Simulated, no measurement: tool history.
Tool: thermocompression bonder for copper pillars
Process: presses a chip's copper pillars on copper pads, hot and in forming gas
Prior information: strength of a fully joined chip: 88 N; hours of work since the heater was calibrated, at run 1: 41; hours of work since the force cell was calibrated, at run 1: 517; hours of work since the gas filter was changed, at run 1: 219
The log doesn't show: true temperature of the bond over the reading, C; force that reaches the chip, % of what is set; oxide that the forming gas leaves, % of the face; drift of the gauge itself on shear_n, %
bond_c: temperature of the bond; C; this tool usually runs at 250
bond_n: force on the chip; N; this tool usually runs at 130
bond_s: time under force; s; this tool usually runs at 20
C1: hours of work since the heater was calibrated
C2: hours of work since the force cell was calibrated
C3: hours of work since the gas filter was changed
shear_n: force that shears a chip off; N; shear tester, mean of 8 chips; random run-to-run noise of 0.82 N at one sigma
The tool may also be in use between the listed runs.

run 1 day=0.000 | bond_c=250 bond_n=130 bond_s=20 | C1=41 C2=517 C3=219 | shear_n=56.8
run 2 day=0.883 | bond_c=250 bond_n=130 bond_s=20 | C1=50 C2=526 C3=228 | shear_n=59.3
run 3 day=1.950 | bond_c=250 bond_n=130 bond_s=20 | C1=60 C2=537 C3=238 | shear_n=58.5
-- day=2.908 forming gas filter changed
run 4 day=3.042 | bond_c=250 bond_n=130 bond_s=20 | C1=71 C2=548 C3=1 | shear_n=62.9
run 5 day=3.950 | bond_c=250 bond_n=130 bond_s=20 | C1=80 C2=557 C3=11 | shear_n=64.7
run 6 day=4.696 | bond_c=250 bond_n=130 bond_s=20 | C1=88 C2=565 C3=18 | shear_n=63.8
run 7 day=5.662 | bond_c=250 bond_n=130 bond_s=20 | C1=98 C2=574 C3=28 | shear_n=62.9
run 8 day=6.867 | bond_c=250 bond_n=130 bond_s=20 | C1=110 C2=586 C3=40 | shear_n=62.9
run 9 day=8.000 | bond_c=250 bond_n=130 bond_s=20 | C1=121 C2=598 C3=51 | shear_n=62.4
run 10 day=9.112 | bond_c=250 bond_n=130 bond_s=16 | C1=132 C2=609 C3=63 | shear_n=60.2
run 11 day=10.350 | bond_c=250 bond_n=130 bond_s=16 | C1=145 C2=622 C3=75 | shear_n=57.7
run 12 day=11.529 | bond_c=250 bond_n=130 bond_s=16 | C1=157 C2=633 C3=87 | shear_n=58.6
run 13 day=12.792 | bond_c=250 bond_n=151 bond_s=16 | C1=170 C2=646 C3=100 | shear_n=61.9
run 14 day=13.883 | bond_c=250 bond_n=151 bond_s=16 | C1=181 C2=657 C3=111 | shear_n=61.3
run 15 day=15.142 | bond_c=272 bond_n=127 bond_s=31 | C1=193 C2=670 C3=123 | shear_n=74.4
run 16 day=16.425 | bond_c=237 bond_n=127 bond_s=31 | C1=206 C2=683 C3=136 | shear_n=59.1
run 17 day=17.267 | bond_c=250 bond_n=130 bond_s=44 | C1=215 C2=691 C3=145 | shear_n=68.6
run 18 day=17.904 | bond_c=255 bond_n=130 bond_s=12 | C1=221 C2=698 C3=151 | shear_n=54.9
run 19 day=19.167 | bond_c=241 bond_n=98 bond_s=13 | C1=234 C2=710 C3=164 | shear_n=40.7
run 20 day=20.546 | bond_c=250 bond_n=88 bond_s=51 | C1=248 C2=724 C3=178 | shear_n=62.2
run 21 day=21.525 | bond_c=250 bond_n=88 bond_s=20 | C1=258 C2=734 C3=188 | shear_n=47.9
run 22 day=22.400 | bond_c=267 bond_n=122 bond_s=11 | C1=266 C2=743 C3=196 | shear_n=54.9
run 23 day=23.133 | bond_c=267 bond_n=122 bond_s=11 | C1=274 C2=750 C3=204 | shear_n=54.4
run 24 day=23.838 | bond_c=267 bond_n=125 bond_s=13 | C1=281 C2=758 C3=211 | shear_n=56.8
run 25 day=24.412 | bond_c=274 bond_n=89 bond_s=36 | C1=287 C2=763 C3=217 | shear_n=66.4
run 26 day=25.183 | bond_c=250 bond_n=175 bond_s=20 | C1=294 C2=771 C3=225 | shear_n=64.3

Alternative continuations, all from the tool just after run 26; predict every row:
run A day=26.542 | bond_c=261 bond_n=124 bond_s=51 | C1=308 C2=785 C3=238 | shear_n=?
run B day=26.542 | bond_c=274 bond_n=175 bond_s=20 | C1=308 C2=785 C3=238 | shear_n=?
run C day=26.542 | bond_c=261 bond_n=94 bond_s=21 | C1=308 C2=785 C3=238 | shear_n=?
run D day=26.542 | bond_c=221 bond_n=181 bond_s=20 | C1=308 C2=785 C3=238 | shear_n=?

run=A shear_n=70.1
run=B shear_n=71.5
run=C shear_n=53.8
run=D shear_n=53.1
Without the tool's hidden state the same runs would have given:
run=A shear_n=78.9
run=B shear_n=80.5
run=C shear_n=61.0
run=D shear_n=60.3
